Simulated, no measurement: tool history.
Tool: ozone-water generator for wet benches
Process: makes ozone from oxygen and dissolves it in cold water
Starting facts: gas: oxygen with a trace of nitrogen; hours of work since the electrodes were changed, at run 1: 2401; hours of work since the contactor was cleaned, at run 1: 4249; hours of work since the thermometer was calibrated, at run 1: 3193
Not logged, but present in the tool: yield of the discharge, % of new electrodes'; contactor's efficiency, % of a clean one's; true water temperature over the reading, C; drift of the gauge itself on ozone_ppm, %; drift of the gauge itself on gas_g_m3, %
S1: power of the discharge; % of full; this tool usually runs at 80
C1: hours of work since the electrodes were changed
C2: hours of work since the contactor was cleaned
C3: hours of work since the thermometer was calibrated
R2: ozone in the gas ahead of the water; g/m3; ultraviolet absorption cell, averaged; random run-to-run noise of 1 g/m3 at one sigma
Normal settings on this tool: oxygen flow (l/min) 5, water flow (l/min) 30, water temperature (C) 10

run 1 hour=0 | S1=80 oxygen_flow_(l/min)=5 water_flow_(l/min)=30 water_temperature_(C)=10 | C1=2401 C2=4249 C3=3193 | dissolved_ozone_(ppm)=16.4 R2=171.5
run 2 hour=83.9 | S1=80 oxygen_flow_(l/min)=5 water_flow_(l/min)=24 water_temperature_(C)=10 | C1=2483 C2=4332 C3=3275 | dissolved_ozone_(ppm)=19.6 R2=172.5
run 3 hour=283.2 | S1=80 oxygen_flow_(l/min)=5 water_flow_(l/min)=30 water_temperature_(C)=10 | C1=2679 C2=4527 C3=3471 | dissolved_ozone_(ppm)=16.1 R2=171.4
run 4 hour=377.7 | S1=80 oxygen_flow_(l/min)=5 water_flow_(l/min)=33 water_temperature_(C)=10 | C1=2771 C2=4620 C3=3563 | dissolved_ozone_(ppm)=15 R2=170.6
run 5 hour=519.5 | S1=41 oxygen_flow_(l/min)=5 water_flow_(l/min)=30 water_temperature_(C)=10 | C1=2910 C2=4759 C3=3702 | dissolved_ozone_(ppm)=10.6 R2=110.9
run 6 hour=716.3 | S1=41 oxygen_flow_(l/min)=5 water_flow_(l/min)=30 water_temperature_(C)=10 | C1=3103 C2=4952 C3=3895 | dissolved_ozone_(ppm)=10.7 R2=111.2
run 7 hour=907.1 | S1=80 oxygen_flow_(l/min)=5 water_flow_(l/min)=30 water_temperature_(C)=10 | C1=3290 C2=5139 C3=4083 | dissolved_ozone_(ppm)=15.8 R2=167.4
run 8 hour=1024.6 | S1=80 oxygen_flow_(l/min)=5 water_flow_(l/min)=30 water_temperature_(C)=10 | C1=3405 C2=5254 C3=4198 | dissolved_ozone_(ppm)=15.9 R2=167.4
-- hour=1054.3 water thermometer calibrated
run 9 hour=1221.8 | S1=80 oxygen_flow_(l/min)=5 water_flow_(l/min)=30 water_temperature_(C)=10 | C1=3598 C2=5447 C3=164 | dissolved_ozone_(ppm)=15.9 R2=167.5
run 10 hour=1344.4 | S1=80 oxygen_flow_(l/min)=5 water_flow_(l/min)=30 water_temperature_(C)=10 | C1=3719 C2=5567 C3=284 | dissolved_ozone_(ppm)=15.8 R2=166.3
run 11 hour=1451.1 | S1=80 oxygen_flow_(l/min)=5 water_flow_(l/min)=30 water_temperature_(C)=10 | C1=3823 C2=5672 C3=389 | dissolved_ozone_(ppm)=15.7 R2=163.9
run 12 hour=1535.2 | S1=45 oxygen_flow_(l/min)=2.66 water_flow_(l/min)=21 water_temperature_(C)=10 | C1=3906 C2=5754 C3=471 | dissolved_ozone_(ppm)=12.2 R2=147.2
-- hour=1585.2 contactor cleaned
run 13 hour=1671.3 | S1=80 oxygen_flow_(l/min)=6.34 water_flow_(l/min)=45 water_temperature_(C)=10 | C1=4035 C2=84 C3=601 | dissolved_ozone_(ppm)=12.2 R2=153
run 14 hour=1858.7 | S1=78 oxygen_flow_(l/min)=5 water_flow_(l/min)=30 water_temperature_(C)=11 | C1=4219 C2=268 C3=785 | dissolved_ozone_(ppm)=15.8 R2=163.4
run 15 hour=2024.4 | S1=78 oxygen_flow_(l/min)=5 water_flow_(l/min)=30 water_temperature_(C)=11 | C1=4381 C2=431 C3=947 | dissolved_ozone_(ppm)=15.7 R2=161.1
run 16 hour=2186.4 | S1=67 oxygen_flow_(l/min)=5 water_flow_(l/min)=43 water_temperature_(C)=11 | C1=4540 C2=590 C3=1106 | dissolved_ozone_(ppm)=10.3 R2=147
run 17 hour=2345.8 | S1=67 oxygen_flow_(l/min)=2.68 water_flow_(l/min)=25 water_temperature_(C)=11 | C1=4697 C2=746 C3=1262 | dissolved_ozone_(ppm)=13.5 R2=185.2
run 18 hour=2524.1 | S1=80 oxygen_flow_(l/min)=3.97 water_flow_(l/min)=42 water_temperature_(C)=10 | C1=4871 C2=921 C3=1437 | dissolved_ozone_(ppm)=10.7 R2=176.6
run 19 hour=2688.3 | S1=80 oxygen_flow_(l/min)=3.81 water_flow_(l/min)=24 water_temperature_(C)=10 | C1=5032 C2=1082 C3=1598 | dissolved_ozone_(ppm)=17.6 R2=178.9

What if the next run were any one of these 3? Each begins from the tool's condition after run 19:
run A hour=2787.2 | S1=80 oxygen_flow_(l/min)=3.43 water_flow_(l/min)=24 water_temperature_(C)=10 | C1=5129 C2=1179 C3=1695 | dissolved_ozone_(ppm)=? R2=?
run B hour=2787.2 | S1=80 oxygen_flow_(l/min)=5 water_flow_(l/min)=35 water_temperature_(C)=10 | C1=5129 C2=1179 C3=1695 | dissolved_ozone_(ppm)=? R2=?
run C hour=2787.2 | S1=80 oxygen_flow_(l/min)=4.52 water_flow_(l/min)=21 water_temperature_(C)=10 | C1=5129 C2=1179 C3=1695 | dissolved_ozone_(ppm)=? R2=?

run=A dissolved_ozone_(ppm)=16.5 R2=185.2
run=B dissolved_ozone_(ppm)=13.8 R2=159.6
run=C dissolved_ozone_(ppm)=20.8 R2=167.4
With no hidden state in the tool, these same runs would have given:
run=A dissolved_ozone_(ppm)=18.6 R2=206.4
run=B dissolved_ozone_(ppm)=15.6 R2=178
run=C dissolved_ozone_(ppm)=23.4 R2=186.7
